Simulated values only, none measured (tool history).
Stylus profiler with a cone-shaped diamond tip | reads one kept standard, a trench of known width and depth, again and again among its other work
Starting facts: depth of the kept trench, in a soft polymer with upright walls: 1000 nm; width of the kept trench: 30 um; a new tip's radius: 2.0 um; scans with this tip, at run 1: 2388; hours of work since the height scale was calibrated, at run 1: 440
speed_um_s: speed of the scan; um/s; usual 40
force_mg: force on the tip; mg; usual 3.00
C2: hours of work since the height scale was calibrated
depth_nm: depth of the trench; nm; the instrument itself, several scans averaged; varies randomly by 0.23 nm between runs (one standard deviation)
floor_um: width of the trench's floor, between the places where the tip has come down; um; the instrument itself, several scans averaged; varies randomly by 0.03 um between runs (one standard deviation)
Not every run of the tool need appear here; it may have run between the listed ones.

run 1 day=0.000 | speed_um_s=40 force_mg=3.00 | scans_with_this_tip=2388 C2=440 | depth_nm=1018.28 floor_um=25.68
run 2 day=1.612 | speed_um_s=47 force_mg=3.00 | scans_with_this_tip=2543 C2=468 | depth_nm=1018.66 floor_um=25.63
run 3 day=3.283 | speed_um_s=40 force_mg=4.63 | scans_with_this_tip=2704 C2=498 | depth_nm=1023.79 floor_um=25.56
run 4 day=5.142 | speed_um_s=40 force_mg=4.63 | scans_with_this_tip=2882 C2=531 | depth_nm=1024.12 floor_um=25.55
run 5 day=6.088 | speed_um_s=40 force_mg=3.00 | scans_with_this_tip=2973 C2=548 | depth_nm=1018.91 floor_um=25.55
run 6 day=7.250 | speed_um_s=40 force_mg=3.00 | scans_with_this_tip=3085 C2=568 | depth_nm=1019.41 floor_um=25.44
run 7 day=8.271 | speed_um_s=40 force_mg=3.00 | scans_with_this_tip=3183 C2=586 | depth_nm=1019.39 floor_um=25.42
run 8 day=9.275 | speed_um_s=40 force_mg=3.00 | scans_with_this_tip=3280 C2=604 | depth_nm=1019.27 floor_um=25.40
run 9 day=10.458 | speed_um_s=40 force_mg=3.21 | scans_with_this_tip=3393 C2=625 | depth_nm=1020.39 floor_um=25.40
run 10 day=12.154 | speed_um_s=40 force_mg=2.71 | scans_with_this_tip=3556 C2=655 | depth_nm=1018.44 floor_um=25.26
run 11 day=14.050 | speed_um_s=43 force_mg=2.71 | scans_with_this_tip=3738 C2=689 | depth_nm=1018.50 floor_um=25.28
run 12 day=16.196 | speed_um_s=43 force_mg=2.71 | scans_with_this_tip=3945 C2=727 | depth_nm=1019.13 floor_um=25.24
run 13 day=17.425 | speed_um_s=43 force_mg=2.71 | scans_with_this_tip=4062 C2=748 | depth_nm=1019.09 floor_um=25.17
run 14 day=18.442 | speed_um_s=43 force_mg=2.71 | scans_with_this_tip=4160 C2=766 | depth_nm=1019.24 floor_um=25.19
run 15 day=20.117 | speed_um_s=43 force_mg=2.71 | scans_with_this_tip=4321 C2=796 | depth_nm=1018.95 floor_um=25.12
run 16 day=21.138 | speed_um_s=154 force_mg=3.00 | scans_with_this_tip=4419 C2=814 | depth_nm=1020.38 floor_um=24.80
run 17 day=22.633 | speed_um_s=154 force_mg=3.00 | scans_with_this_tip=4563 C2=840 | depth_nm=1020.23 floor_um=24.74
run 18 day=24.583 | speed_um_s=40 force_mg=3.00 | scans_with_this_tip=4750 C2=875 | depth_nm=1020.71 floor_um=25.02
run 19 day=26.175 | speed_um_s=40 force_mg=3.00 | scans_with_this_tip=4903 C2=903 | depth_nm=1020.88 floor_um=25.02
run 20 day=27.654 | speed_um_s=40 force_mg=3.00 | scans_with_this_tip=5045 C2=929 | depth_nm=1020.64 floor_um=24.89
run 21 day=29.875 | speed_um_s=20 force_mg=3.00 | scans_with_this_tip=5259 C2=969 | depth_nm=1021.17 floor_um=24.93
run 22 day=31.233 | speed_um_s=40 force_mg=1.14 | scans_with_this_tip=5389 C2=993 | depth_nm=1013.82 floor_um=24.84
run 23 day=32.771 | speed_um_s=40 force_mg=1.14 | scans_with_this_tip=5537 C2=1020 | depth_nm=1014.04 floor_um=24.72
run 24 day=34.017 | speed_um_s=105 force_mg=7.99 | scans_with_this_tip=5657 C2=1042 | depth_nm=1035.83 floor_um=24.74
run 25 day=36.104 | speed_um_s=40 force_mg=2.50 | scans_with_this_tip=5857 C2=1079 | depth_nm=1019.58 floor_um=24.78
run 26 day=37.192 | speed_um_s=40 force_mg=2.50 | scans_with_this_tip=5962 C2=1098 | depth_nm=1020.04 floor_um=24.70
run 27 day=38.888 | speed_um_s=150 force_mg=1.87 | scans_with_this_tip=6125 C2=1128 | depth_nm=1017.59 floor_um=24.34
run 28 day=40.146 | speed_um_s=150 force_mg=1.87 | scans_with_this_tip=6246 C2=1150 | depth_nm=1017.76 floor_um=24.29
run 29 day=41.742 | speed_um_s=11 force_mg=3.00 | scans_with_this_tip=6399 C2=1179 | depth_nm=1021.88 floor_um=24.71
-- day=41.946 height scale calibrated on a step standard
run 30 day=43.225 | speed_um_s=24 force_mg=6.77 | scans_with_this_tip=6540 C2=23 | depth_nm=1036.12 floor_um=24.68
run 31 day=45.329 | speed_um_s=35 force_mg=1.15 | scans_with_this_tip=6742 C2=60 | depth_nm=1017.96 floor_um=24.54
run 32 day=47.021 | speed_um_s=35 force_mg=1.15 | scans_with_this_tip=6904 C2=90 | depth_nm=1017.67 floor_um=24.50
-- day=48.742 height scale calibrated on a step standard, once more
run 33 day=49.125 | speed_um_s=35 force_mg=1.15 | scans_with_this_tip=7104 C2=7 | depth_nm=1007.98 floor_um=24.43
run 34 day=50.921 | speed_um_s=29 force_mg=5.92 | scans_with_this_tip=7277 C2=39 | depth_nm=1025.10 floor_um=24.50
run 35 day=52.454 | speed_um_s=29 force_mg=5.92 | scans_with_this_tip=7424 C2=66 | depth_nm=1024.83 floor_um=24.46
run 36 day=54.125 | speed_um_s=93 force_mg=2.02 | scans_with_this_tip=7585 C2=95 | depth_nm=1012.57 floor_um=24.20
run 37 day=55.125 | speed_um_s=61 force_mg=3.41 | scans_with_this_tip=7681 C2=113 | depth_nm=1017.48 floor_um=24.37
run 38 day=56.262 | speed_um_s=16 force_mg=2.20 | scans_with_this_tip=7790 C2=133 | depth_nm=1013.28 floor_um=24.41
run 39 day=57.750 | speed_um_s=10 force_mg=2.20 | scans_with_this_tip=7933 C2=159 | depth_nm=1013.70 floor_um=24.41
run 40 day=59.246 | speed_um_s=42 force_mg=2.21 | scans_with_this_tip=8076 C2=186 | depth_nm=1014.24 floor_um=24.25
run 41 day=60.621 | speed_um_s=104 force_mg=1.03 | scans_with_this_tip=8209 C2=210 | depth_nm=1008.73 floor_um=23.96
run 42 day=62.371 | speed_um_s=90 force_mg=1.71 | scans_with_this_tip=8377 C2=241 | depth_nm=1012.04 floor_um=24.01
run 43 day=63.800 | speed_um_s=54 force_mg=2.14 | scans_with_this_tip=8514 C2=266 | depth_nm=1013.82 floor_um=24.12
run 44 day=65.338 | speed_um_s=44 force_mg=5.58 | scans_with_this_tip=8662 C2=294 | depth_nm=1025.23 floor_um=24.16
run 45 day=66.617 | speed_um_s=44 force_mg=5.58 | scans_with_this_tip=8785 C2=316 | depth_nm=1025.25 floor_um=24.11

Some steps in depth_nm between neighbouring runs. How much of each would the tool show without its hidden state too (settings, what came in, random variation), and how much is left for the hidden state, with any gauge scatter that isn't in both results?
What the log doesn't record here: radius of the tip, um; height scale over the true one, %; drift of the gauge itself on depth_nm, %; drift of the gauge itself on floor_um, %.
Run 23 -> 24: speed_um_s 40 -> 105, force_mg 1.14 -> 7.99. depth_nm +21.79 nm: hidden state +0.25, all else +21.54.
Run 29 -> 30: speed_um_s 11 -> 24, force_mg 3.00 -> 6.77, height scale calibrated on a step standard. depth_nm +14.24 nm: hidden state +3.01, all else +11.23.
Run 30 -> 31: speed_um_s 24 -> 35, force_mg 6.77 -> 1.15. depth_nm -18.16 nm: hidden state +0.00, all else -18.16.
Run 32 -> 33: height scale calibrated on a step standard, once more. depth_nm -9.69 nm: hidden state -9.58, all else -0.11.
Run 33 -> 34: speed_um_s 35 -> 29, force_mg 1.15 -> 5.92. depth_nm +17.12 nm: hidden state +0.17, all else +16.95.

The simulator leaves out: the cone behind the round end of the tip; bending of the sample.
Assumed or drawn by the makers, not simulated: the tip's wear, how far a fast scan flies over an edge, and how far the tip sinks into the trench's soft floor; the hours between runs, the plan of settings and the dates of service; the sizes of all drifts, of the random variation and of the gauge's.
